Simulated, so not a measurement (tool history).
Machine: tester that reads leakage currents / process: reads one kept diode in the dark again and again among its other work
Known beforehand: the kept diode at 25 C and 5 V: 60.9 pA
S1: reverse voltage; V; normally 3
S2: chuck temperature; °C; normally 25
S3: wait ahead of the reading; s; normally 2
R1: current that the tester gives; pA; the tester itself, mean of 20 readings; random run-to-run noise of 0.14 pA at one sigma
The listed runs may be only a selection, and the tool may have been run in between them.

run	hour	S1	S2	S3	R1
1	0	3	25	2	44.74
2	46.8	3	25	2	44.42
3	88.8	3	25	2	44.45
4	142.3	3	25	2	44.33
5	200.5	3	25	2	43.96
6	253.7	3	25	2	43.99
7	281.6	3	25	2	43.79
8	332.6	3	43	2	182.28
9	375.5	3	43	2	180.95
10	422.2	3	25	2	43.32
11	467.9	3	25	0.48	44.24
12	504	3	30	2	64.96
13	530.5	3	30	2	64.83
14	585.9	3	30	2	64.65
15	619	3	30	0.78	64.94
16	649.4	3	30	0.78	64.71
17	702.3	3	30	0.78	64.79
18	727.7	9.63	25	1.4	85.71
19	766.7	9.63	25	1.4	85.52
20	809.2	4.36	25	8.59	52.42
21	844	6.68	45	0.91	327.65
22	893.5	3	38	7.05	119.22
23	935.3	3	26	4.56	44.97
24	985	16.37	52	2	920.56
25	1039.4	16.37	52	2	916.55
26	1066.5	16.37	52	2	918.75
# hour 1087.3: chuck's temperature calibrated
27	1108.8	16.37	52	2	1014.97
28	1155.7	16.37	52	2	1013.4
29	1190.9	16.37	52	2	1007.89

Below, some changes in R1 between adjacent runs. For each, the amount present without the hidden state too (settings, incoming material, random variation) and the amount remaining for the hidden state with gauge scatter not shared by both compared results:
The tool's hidden condition here consists of: stray current of the dirty probe card, pA a volt; current scale over the true one, %; true chuck temperature over the reading, C; drift of the gauge itself on leakage_pa, %.
Run 20 -> 21: S1 4.36 -> 6.68, S2 25 -> 45, S3 8.59 -> 0.91. R1 +275.23 pA: hidden state -21.78, all else +297.01.
Run 23 -> 24: S1 3 -> 16.37, S2 26 -> 52, S3 4.56 -> 2. R1 +875.59 pA: hidden state -74.87, all else +950.46.
Run 26 -> 27: chuck's temperature calibrated. R1 +96.22 pA: hidden state +97.69, all else -1.47.

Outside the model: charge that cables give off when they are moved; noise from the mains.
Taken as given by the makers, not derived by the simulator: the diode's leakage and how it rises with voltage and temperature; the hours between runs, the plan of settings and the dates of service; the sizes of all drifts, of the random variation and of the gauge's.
